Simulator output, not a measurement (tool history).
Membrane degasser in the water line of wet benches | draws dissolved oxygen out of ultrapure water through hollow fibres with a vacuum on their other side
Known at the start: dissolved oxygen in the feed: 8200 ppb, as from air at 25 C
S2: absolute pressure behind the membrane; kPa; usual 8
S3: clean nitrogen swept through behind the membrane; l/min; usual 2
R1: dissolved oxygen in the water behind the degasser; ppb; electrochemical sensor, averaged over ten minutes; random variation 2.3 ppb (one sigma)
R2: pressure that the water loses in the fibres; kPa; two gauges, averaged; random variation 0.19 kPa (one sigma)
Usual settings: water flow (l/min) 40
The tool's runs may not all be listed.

Run 1, day 0: usual settings. Result: R1 227 ppb, R2 41.51 kPa.
Run 2, day 2.175: usual settings but S2 19.89 kPa. Result: R1 710.4 ppb, R2 41.07 kPa.
Run 3, day 3.354: usual settings but S2 19.89 kPa, S3 4.99 l/min. Result: R1 323.9 ppb, R2 41.12 kPa.
Run 4, day 4.433: usual settings. Result: R1 225.7 ppb, R2 41.35 kPa.
Run 5, day 6.004: usual settings. Result: R1 227.5 ppb, R2 41.27 kPa.
Run 6, day 7.288: usual settings but water flow (l/min) 57. Result: R1 353.2 ppb, R2 58.44 kPa.
Run 7, day 8.525: usual settings but water flow (l/min) 57. Result: R1 347.8 ppb, R2 58.44 kPa.
Run 8, day 9.754: usual settings but water flow (l/min) 57. Result: R1 344 ppb, R2 58.88 kPa.
Run 9, day 12.046: usual settings. Result: R1 225.2 ppb, R2 41.22 kPa.
At day 12.938: seals of the vacuum lines changed.
Run 10, day 13.446: usual settings. Result: R1 227.8 ppb, R2 41.56 kPa.
Run 11, day 14.821: usual settings. Result: R1 225.2 ppb, R2 41.33 kPa.
Run 12, day 16.275: usual settings. Result: R1 227.6 ppb, R2 41.24 kPa.
Run 13, day 18.638: usual settings. Result: R1 224.1 ppb, R2 41.4 kPa.
Run 14, day 20.308: usual settings. Result: R1 226.8 ppb, R2 40.96 kPa.
Run 15, day 22.296: usual settings. Result: R1 228.5 ppb, R2 41.43 kPa.
Run 16, day 24.25: usual settings. Result: R1 227.3 ppb, R2 41.43 kPa.
Run 17, day 25.833: usual settings but S3 1.61 l/min. Result: R1 270.1 ppb, R2 40.95 kPa.
Run 18, day 26.862: usual settings but water flow (l/min) 50, S2 10.15 kPa, S3 1.83 l/min. Result: R1 438.9 ppb, R2 52.08 kPa.
Run 19, day 28.283: usual settings but water flow (l/min) 42, S2 17.61 kPa, S3 1.04 l/min. Result: R1 1045.7 ppb, R2 43.6 kPa.
Run 20, day 29.596: usual settings but S2 9.93 kPa, S3 5.06 l/min. Result: R1 141.2 ppb, R2 41.29 kPa.
Run 21, day 31.708: usual settings but water flow (l/min) 62, S2 7.71 kPa, S3 4.46 l/min. Result: R1 227.8 ppb, R2 63.94 kPa.
Run 22, day 33.188: usual settings but water flow (l/min) 36, S2 10.53 kPa, S3 1.51 l/min. Result: R1 375.8 ppb, R2 36.85 kPa.
Run 23, day 34.275: usual settings but S2 15.05 kPa, S3 1.38 l/min. Result: R1 700.4 ppb, R2 40.98 kPa.
Run 24, day 35.267: usual settings but S2 9.65 kPa. Result: R1 300.9 ppb, R2 41.38 kPa.
Run 25, day 36.65: usual settings but water flow (l/min) 36, S2 9.65 kPa, S3 3.74 l/min. Result: R1 157.8 ppb, R2 37.27 kPa.
Run 26, day 38.308: usual settings but S2 5.95 kPa, S3 2.21 l/min. Result: R1 129.1 ppb, R2 41.2 kPa.
Run 27, day 39.308: usual settings but water flow (l/min) 25, S2 16.45 kPa, S3 1.11 l/min. Result: R1 622.1 ppb, R2 25.56 kPa.
Run 28, day 40.367: usual settings but water flow (l/min) 33, S2 8.41 kPa, S3 5.01 l/min. Result: R1 90.6 ppb, R2 34.6 kPa.
Run 29, day 42.067: usual settings but water flow (l/min) 27, S2 16.57 kPa, S3 1.56 l/min. Result: R1 502.1 ppb, R2 27.7 kPa.
Run 30, day 43.492: usual settings but water flow (l/min) 24, S2 15.18 kPa, S3 2.03 l/min. Result: R1 321.8 ppb, R2 24.8 kPa.
Run 31, day 44.467: usual settings but water flow (l/min) 26, S2 8.57 kPa, S3 2.52 l/min. Result: R1 130.5 ppb, R2 26.75 kPa.
Run 32, day 46.396: usual settings but water flow (l/min) 37, S2 19.31 kPa, S3 0.94 l/min. Result: R1 1140.4 ppb, R2 37.72 kPa.
Run 33, day 47.604: usual settings but S2 6.71 kPa, S3 1.1 l/min. Result: R1 270.4 ppb, R2 41.38 kPa.

Forecast each of these 3 alternatives for the next run:
Run A, day 49.029: usual settings but water flow (l/min) 63, S2 11.78 kPa, S3 2.41 l/min. Result: R1 ?, R2 ?.
Run B, day 49.029: usual settings but S2 7.57 kPa. Result: R1 ?, R2 ?.
Run C, day 49.029: usual settings but S2 10.14 kPa, S3 2.27 l/min. Result: R1 ?, R2 ?.

run     R1     R2
  A  551.4  64.74
  B  209.5  41.28
  C  284.3  41.49
Without the tool's hidden state the same runs would have given:
run     R1     R2
  A  550.6   64.7
  B    209  41.25
  C  283.8  41.46

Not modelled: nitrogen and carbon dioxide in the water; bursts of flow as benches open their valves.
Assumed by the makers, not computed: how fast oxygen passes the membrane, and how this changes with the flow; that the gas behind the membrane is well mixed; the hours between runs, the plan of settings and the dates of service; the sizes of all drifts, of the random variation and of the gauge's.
